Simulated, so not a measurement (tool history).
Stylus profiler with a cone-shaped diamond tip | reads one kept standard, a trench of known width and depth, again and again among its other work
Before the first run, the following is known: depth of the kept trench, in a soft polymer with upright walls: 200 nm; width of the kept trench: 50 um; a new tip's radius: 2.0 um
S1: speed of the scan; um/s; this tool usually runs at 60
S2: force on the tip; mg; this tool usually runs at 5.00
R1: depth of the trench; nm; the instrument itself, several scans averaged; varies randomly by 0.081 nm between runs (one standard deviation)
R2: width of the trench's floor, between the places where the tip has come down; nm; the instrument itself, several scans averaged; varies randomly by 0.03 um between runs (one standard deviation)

run	hour	S1	S2	R1	R2
1	0.0	60	5.00	204.41	47880
2	18.5	60	13.84	208.69	47990
3	42.0	60	13.84	208.57	47950
4	75.7	60	13.84	208.59	48000
5	94.9	60	13.84	208.74	47940
6	117.7	60	13.84	208.64	47970
7	154.4	60	13.84	208.63	47920
8	180.4	60	13.84	208.74	47930
9	216.8	60	13.84	208.87	47930
10	244.5	60	13.35	208.39	47920
11	269.9	48	13.35	208.69	47930
12	297.5	60	5.00	204.57	47840
13	327.3	60	5.00	204.65	47780
14	348.5	60	5.00	204.59	47840
15	365.0	60	5.00	204.64	47850
16	380.9	60	5.00	204.72	47850
17	417.5	60	5.00	204.70	47850
18	446.5	60	5.00	204.73	47780
19	482.3	36	5.00	204.71	47860
20	498.2	36	5.00	204.83	47850
21	523.2	36	5.00	204.74	47820
22	548.8	36	5.00	204.62	47870
23	580.7	60	5.00	204.78	47790
24	603.6	60	5.00	204.86	47740
25	635.7	43	4.76	204.85	47880
26	667.2	15	5.00	204.83	47920
27	684.0	22	13.97	208.93	47910
28	705.3	37	7.23	205.96	47860
29	741.1	136	4.95	204.76	47420
30	778.8	136	10.92	207.73	47620
31	801.3	70	14.43	209.12	47830
32	818.6	146	6.22	205.46	47530
33	834.5	25	5.54	205.13	47830
34	863.7	104	3.87	204.26	47490
35	879.6	104	3.87	204.25	47530
36	914.4	227	5.00	204.99	47070
37	952.0	21	5.86	205.38	47900
38	977.9	21	5.86	205.46	47850
39	997.5	54	13.69	208.92	47850
40	1018.3	28	10.02	207.50	47810
41	1040.3	23	2.69	203.54	47760
42	1069.2	231	14.41	209.22	47390
43	1102.8	69	4.55	204.72	47650
44	1120.4	29	7.15	206.03	47820
45	1141.6	29	7.15	205.89	47900
46	1160.2	29	14.26	209.20	47840

Some steps in R1, run to run, broken into two amounts with sign: the step expected even without the hidden condition (settings, incoming material, random variation), and the rest, left for the hidden condition together with whatever gauge scatter is not in both the measured and the hidden-condition-free result:
Unlogged tool condition in this case: radius of the tip, um; height scale over the true one, %; drift of the gauge itself on depth_nm, %; drift of the gauge itself on floor_um, %.
Run 1 -> 2: S2 5.00 -> 13.84. R1 +4.28 nm: hidden state +0.01, all else +4.27.
Run 3 -> 4: no setting touched and nothing written in the log between the runs. R1 +0.02 nm: hidden state +0.02, all else +0.00.
Run 29 -> 30: S2 4.95 -> 10.92. R1 +2.97 nm: hidden state +0.03, all else +2.94.
Run 41 -> 42: S1 23 -> 231, S2 2.69 -> 14.41. R1 +5.68 nm: hidden state +0.03, all else +5.65.
Run 42 -> 43: S1 231 -> 69, S2 14.41 -> 4.55. R1 -4.50 nm: hidden state +0.01, all else -4.51.
